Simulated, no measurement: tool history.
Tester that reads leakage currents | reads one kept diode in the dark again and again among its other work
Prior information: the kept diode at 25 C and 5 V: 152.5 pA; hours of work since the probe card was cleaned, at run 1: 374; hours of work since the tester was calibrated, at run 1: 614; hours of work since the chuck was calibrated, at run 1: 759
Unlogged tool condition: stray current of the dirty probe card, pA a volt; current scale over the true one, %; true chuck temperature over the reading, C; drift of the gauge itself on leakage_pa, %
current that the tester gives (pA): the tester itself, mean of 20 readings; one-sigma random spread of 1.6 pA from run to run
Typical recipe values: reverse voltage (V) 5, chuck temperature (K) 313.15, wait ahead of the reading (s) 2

run,hour,reverse voltage (V),chuck temperature (K),wait ahead of the reading (s),hours of work since the probe card was cleaned,hours of work since the tester was calibrated,hours of work since the chuck was calibrated,current that the tester gives (pA)
1,0,5,313.15,2,374,614,759,496.55
2,33.3,5,313.15,2,388,627,772,496.52
3,61.4,5,313.15,2,399,639,784,496.58
4,80.9,5,317.15,2,407,647,792,674.22
5,112.7,5,313.15,2,420,660,805,497.33
6,130.9,5,313.15,2,428,667,813,497.44
7,162.9,5,313.15,2,441,681,826,498.82
8,203.5,5,313.15,2,458,697,843,496.86
9,232.3,2.4,313.15,2,470,709,854,385.46
10,269.4,2.4,313.15,2,485,725,870,387.02
11,294.1,5,313.15,2,495,735,880,495.44
12,332.4,5,313.15,2,511,751,896,495.11
13,350.8,5,313.15,2,518,758,903,495.74
14,375.7,5,313.15,2,529,768,914,498.71
15,418.3,5,324.15,0.99,546,786,931,1128.61
16,452.3,5,324.15,0.99,560,800,945,1128.35
17,472,5,313.15,0.45,568,808,953,496.38
18,513.8,1.15,294.15,1.22,586,825,970,62.53
# hour 550.7: chuck's temperature calibrated
19,554.4,1.15,294.15,1.22,601,841,1,66.12
20,582.5,2.87,312.15,0.73,613,853,13,397.38
21,607.6,2.32,298.15,0.73,623,863,23,120.12
22,633,2.32,298.15,0.73,634,874,34,120.11
23,655.5,2.32,298.15,0.73,643,883,43,119.74
24,691.3,2.74,308.15,0.93,658,898,58,285.46
25,733.3,2.74,308.15,0.93,675,915,75,286.3
26,777.3,2.74,308.15,0.93,693,933,93,286.5
27,813.4,5.86,309.15,5.03,708,948,108,403.86
28,849.7,5.86,300.15,0.3,723,963,123,199.83

Alternative continuations, all from the tool just after run 28; predict every row:
A,871.7,8.24,313.15,2.51,732,972,132,?
B,871.7,2.82,317.15,0.3,732,972,132,?
C,871.7,3.19,320.15,0.58,732,972,132,?

run,current that the tester gives (pA)
A,621.5
B,578.59
C,755.8
Without the tool's hidden state the same runs would have given:
run,current that the tester gives (pA)
A,616.13
B,579.78
C,757.78

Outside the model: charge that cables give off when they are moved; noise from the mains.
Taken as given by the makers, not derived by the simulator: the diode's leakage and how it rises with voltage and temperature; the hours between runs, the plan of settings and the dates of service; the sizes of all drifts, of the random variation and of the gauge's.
